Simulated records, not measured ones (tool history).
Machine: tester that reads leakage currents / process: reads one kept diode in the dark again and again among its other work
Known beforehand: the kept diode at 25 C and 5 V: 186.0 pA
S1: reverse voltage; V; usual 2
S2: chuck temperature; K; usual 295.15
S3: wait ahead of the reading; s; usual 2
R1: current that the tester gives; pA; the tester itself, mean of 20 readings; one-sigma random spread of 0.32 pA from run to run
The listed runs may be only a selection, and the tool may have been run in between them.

run     day     S1      S2    S3       R1
  1       0      2  295.15     2   115.41
  2    4.15      2  295.15     2   116.33
  3   6.079      2  295.15     2   116.55
  4   9.021      2  295.15     2   116.75
  5  11.071      2  324.15     2  1134.18
  6  12.838      2  324.15     2  1130.32
  7  16.558      2  324.15     2  1139.14
  8  18.262      2  324.15     2  1138.43
  9  20.262      2  324.15     2  1132.01
 10  23.792      2  324.15  1.23  1145.65
 11  26.875      2  295.15  1.26   119.61
 12  30.483      2  295.15  1.26   119.71
 13  32.875      2  295.15  1.26   120.72
 14  36.875      2  295.15  1.26   121.27
 15  38.679      2  311.15  1.13    444.2
 16    41.8  15.96  300.15  1.54   383.41
 17  44.596  15.96  300.15  1.54   384.71
 18  46.471  15.96  300.15  1.54   384.38
 19  50.329  12.69  327.15  8.19  2726.89
 20  52.871  12.69  327.15  8.19  2727.71
 21  55.812  12.69  324.15  8.19  2216.58
 22  57.654   9.71  295.15     2   216.32
 23  60.533   9.71  295.15     2   217.06
 24  62.429    1.7  295.15  0.63   118.02
 25  64.908  11.59  306.15  7.17   564.17
 26  66.762   1.86  314.15  6.03   556.47
 27  70.267   2.36  333.15     2   2351.3
 28  72.125   5.17  295.15  0.33   180.14

Branching from run 28: 4 alternative next runs. What would each branch give?
  A  74.525  4.14  302.15  1.58   ?
  B  74.525     2  306.15     2   ?
  C  74.525   2.5  297.15  4.55   ?
  D  74.525     2  295.15   2.9   ?

run      R1
  A  291.69
  B  308.48
  C  161.42
  D  126.21
Without the tool's hidden state the same runs would have given:
run      R1
  A  245.74
  B  262.14
  C  135.17
  D  105.48

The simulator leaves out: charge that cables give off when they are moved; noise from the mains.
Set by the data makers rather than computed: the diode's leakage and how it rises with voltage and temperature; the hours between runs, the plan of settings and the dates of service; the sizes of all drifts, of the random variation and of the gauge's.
